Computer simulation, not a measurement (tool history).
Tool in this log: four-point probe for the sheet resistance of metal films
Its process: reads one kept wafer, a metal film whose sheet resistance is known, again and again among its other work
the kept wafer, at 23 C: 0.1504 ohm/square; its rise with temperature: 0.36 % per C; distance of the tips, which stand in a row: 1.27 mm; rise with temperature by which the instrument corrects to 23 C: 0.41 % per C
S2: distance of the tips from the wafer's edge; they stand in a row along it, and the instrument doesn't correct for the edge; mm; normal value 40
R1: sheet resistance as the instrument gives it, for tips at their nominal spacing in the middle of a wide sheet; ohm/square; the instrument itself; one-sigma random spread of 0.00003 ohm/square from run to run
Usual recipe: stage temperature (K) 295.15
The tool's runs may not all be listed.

{"run": 1, "hour": 0.0, "stage temperature (K)": 295.15, "S2": 40, "R1": 0.149843}
{"run": 2, "hour": 106.2, "stage temperature (K)": 295.15, "S2": 40, "R1": 0.149695}
{"run": 3, "hour": 239.3, "stage temperature (K)": 295.15, "S2": 68, "R1": 0.149513}
{"run": 4, "hour": 312.3, "stage temperature (K)": 295.15, "S2": 68, "R1": 0.149527}
{"run": 5, "hour": 399.5, "stage temperature (K)": 295.15, "S2": 68, "R1": 0.14948}
{"hour": 451.7, "done": "stage's thermometer calibrated"}
{"hour": 474.2, "done": "new probe head fitted"}
{"run": 6, "hour": 474.2, "stage temperature (K)": 299.15, "S2": 40, "R1": 0.150237}
{"run": 7, "hour": 561.7, "stage temperature (K)": 299.15, "S2": 40, "R1": 0.150275}
{"run": 8, "hour": 682.1, "stage temperature (K)": 299.15, "S2": 40, "R1": 0.15016}
{"hour": 718.6, "done": "stage's thermometer calibrated, once more"}
{"run": 9, "hour": 795.0, "stage temperature (K)": 299.15, "S2": 40, "R1": 0.150678}
{"run": 10, "hour": 910.3, "stage temperature (K)": 295.15, "S2": 40, "R1": 0.15092}
{"run": 11, "hour": 1013.8, "stage temperature (K)": 295.15, "S2": 40, "R1": 0.150866}
{"run": 12, "hour": 1079.8, "stage temperature (K)": 295.15, "S2": 40, "R1": 0.15085}
{"run": 13, "hour": 1198.3, "stage temperature (K)": 295.15, "S2": 5, "R1": 0.155726}
{"run": 14, "hour": 1313.3, "stage temperature (K)": 295.15, "S2": 40, "R1": 0.150657}
{"run": 15, "hour": 1423.0, "stage temperature (K)": 295.15, "S2": 40, "R1": 0.15061}
{"run": 16, "hour": 1564.5, "stage temperature (K)": 295.15, "S2": 40, "R1": 0.15063}
{"run": 17, "hour": 1662.3, "stage temperature (K)": 295.15, "S2": 40, "R1": 0.150486}
{"run": 18, "hour": 1806.3, "stage temperature (K)": 296.15, "S2": 40, "R1": 0.150352}
{"run": 19, "hour": 1865.8, "stage temperature (K)": 295.15, "S2": 55, "R1": 0.150372}
{"run": 20, "hour": 1941.1, "stage temperature (K)": 295.15, "S2": 40, "R1": 0.150397}
{"run": 21, "hour": 2062.1, "stage temperature (K)": 295.15, "S2": 40, "R1": 0.150362}
{"run": 22, "hour": 2179.3, "stage temperature (K)": 295.15, "S2": 40, "R1": 0.150215}
{"run": 23, "hour": 2256.6, "stage temperature (K)": 295.15, "S2": 40, "R1": 0.150188}
{"run": 24, "hour": 2380.2, "stage temperature (K)": 306.15, "S2": 40, "R1": 0.149206}
{"run": 25, "hour": 2491.6, "stage temperature (K)": 306.15, "S2": 40, "R1": 0.149267}
{"run": 26, "hour": 2599.7, "stage temperature (K)": 306.15, "S2": 40, "R1": 0.149165}
{"run": 27, "hour": 2729.7, "stage temperature (K)": 295.15, "S2": 42, "R1": 0.149938}
{"run": 28, "hour": 2859.0, "stage temperature (K)": 295.15, "S2": 42, "R1": 0.149899}
{"run": 29, "hour": 2955.0, "stage temperature (K)": 299.15, "S2": 40, "R1": 0.14953}
{"run": 30, "hour": 3074.4, "stage temperature (K)": 299.15, "S2": 40, "R1": 0.149461}
{"hour": 3102.2, "done": "new probe head fitted"}
{"run": 31, "hour": 3187.2, "stage temperature (K)": 299.15, "S2": 32, "R1": 0.150271}
{"run": 32, "hour": 3247.6, "stage temperature (K)": 295.15, "S2": 60, "R1": 0.15037}
{"run": 33, "hour": 3315.6, "stage temperature (K)": 295.15, "S2": 60, "R1": 0.150374}
{"run": 34, "hour": 3379.2, "stage temperature (K)": 302.15, "S2": 5, "R1": 0.154812}
{"run": 35, "hour": 3439.8, "stage temperature (K)": 292.15, "S2": 3, "R1": 0.163629}
{"run": 36, "hour": 3558.2, "stage temperature (K)": 300.15, "S2": 41, "R1": 0.149928}
{"run": 37, "hour": 3696.0, "stage temperature (K)": 300.15, "S2": 41, "R1": 0.149842}
{"run": 38, "hour": 3822.5, "stage temperature (K)": 293.15, "S2": 24, "R1": 0.150481}
{"run": 39, "hour": 3921.5, "stage temperature (K)": 293.15, "S2": 24, "R1": 0.150504}
{"run": 40, "hour": 4024.6, "stage temperature (K)": 291.15, "S2": 6, "R1": 0.153859}
{"run": 41, "hour": 4083.2, "stage temperature (K)": 301.15, "S2": 8, "R1": 0.151462}
{"run": 42, "hour": 4159.1, "stage temperature (K)": 301.15, "S2": 8, "R1": 0.151412}
{"run": 43, "hour": 4297.4, "stage temperature (K)": 295.15, "S2": 47, "R1": 0.149918}
{"run": 44, "hour": 4412.7, "stage temperature (K)": 295.15, "S2": 47, "R1": 0.149846}
{"run": 45, "hour": 4528.2, "stage temperature (K)": 295.15, "S2": 43, "R1": 0.149775}

Pick out some run-to-run changes in R1. Of each, how much would a tool without hidden state show as well, from the settings, what came in and chance, and how much is left for the hidden state and any gauge scatter not in both results compared?
Unlogged tool condition in this case: inner tips' distance over the nominal, %; tips' flats over new ones', %; wafer's true temperature over the reading, C; drift of the gauge itself on sheet_ohm, %.
Run 5 -> 6: stage temperature (K) 295.15 -> 299.15, S2 68 -> 40, stage's thermometer calibrated, new probe head fitted. R1 +0.000757 ohm/square: hidden state +0.001064, all else -0.000307.
Run 8 -> 9: stage's thermometer calibrated, once more. R1 +0.000518 ohm/square: hidden state +0.000497, all else +0.000021.
Run 13 -> 14: S2 5 -> 40. R1 -0.005069 ohm/square: hidden state -0.000064, all else -0.005005.
Run 30 -> 31: S2 40 -> 32, new probe head fitted. R1 +0.00081 ohm/square: hidden state +0.00071, all else +0.0001.
Run 34 -> 35: stage temperature (K) 302.15 -> 292.15, S2 5 -> 3. R1 +0.008817 ohm/square: hidden state -0.000059, all else +0.008876.
Run 35 -> 36: stage temperature (K) 292.15 -> 300.15, S2 3 -> 41. R1 -0.013701 ohm/square: hidden state -0.000032, all else -0.013669.
